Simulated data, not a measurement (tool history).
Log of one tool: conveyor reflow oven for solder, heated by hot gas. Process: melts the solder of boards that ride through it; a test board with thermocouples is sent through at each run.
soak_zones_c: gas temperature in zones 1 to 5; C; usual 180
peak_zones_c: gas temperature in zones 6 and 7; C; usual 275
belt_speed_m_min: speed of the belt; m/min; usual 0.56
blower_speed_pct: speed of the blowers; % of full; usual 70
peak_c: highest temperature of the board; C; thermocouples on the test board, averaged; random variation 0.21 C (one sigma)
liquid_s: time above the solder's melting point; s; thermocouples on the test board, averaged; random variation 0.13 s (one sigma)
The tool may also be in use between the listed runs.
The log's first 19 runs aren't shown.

| run | hour | soak_zones_c | peak_zones_c | belt_speed_m_min | blower_speed_pct | peak_c | liquid_s |
|---|---|---|---|---|---|---|---|
| 20 | 141.1 | 180 | 280 | 0.484 | 81 | 271.1 | 80.1 |
| 21 | 149.8 | 180 | 280 | 0.484 | 81 | 270.7 | 80.1 |
| 22 | 154.7 | 180 | 280 | 0.484 | 81 | 270.5 | 80.3 |
| 23 | 160.2 | 183 | 275 | 0.56 | 70 | 260.8 | 65.2 |
| 24 | 164.7 | 183 | 275 | 0.56 | 70 | 260.9 | 65.1 |
| 25 | 171.2 | 183 | 275 | 0.56 | 70 | 260.7 | 65.4 |
| 26 | 180.8 | 169 | 284 | 0.456 | 70 | 272.9 | 82.4 |
| 27 | 188.6 | 193 | 275 | 0.56 | 70 | 262.6 | 70.4 |
| 28 | 198.1 | 182 | 282 | 0.56 | 70 | 266.8 | 67.8 |
| 29 | 202.8 | 180 | 273 | 0.56 | 70 | 258.4 | 62.7 |
| 30 | 212.3 | 180 | 273 | 0.56 | 70 | 258.5 | 63 |
| 31 | 219.8 | 181 | 265 | 0.554 | 54 | 248 | 55.9 |
| 32 | 226.7 | 171 | 267 | 0.56 | 61 | 249.2 | 53 |

Forecast each of these 3 alternatives for the next run:
| A | 231.5 | 176 | 274 | 0.56 | 61 | ? | ? |
| B | 231.5 | 195 | 284 | 0.56 | 64 | ? | ? |
| C | 231.5 | 180 | 275 | 0.56 | 66 | ? | ? |

| run | peak_c | liquid_s |
|---|---|---|
| A | 256.2 | 59.6 |
| B | 269.5 | 73.6 |
| C | 258.7 | 63 |
Without the tool's hidden state the same runs would have given:
| run | peak_c | liquid_s |
|---|---|---|
| A | 257.1 | 59.6 |
| B | 270.3 | 73.2 |
| C | 259.5 | 62.9 |
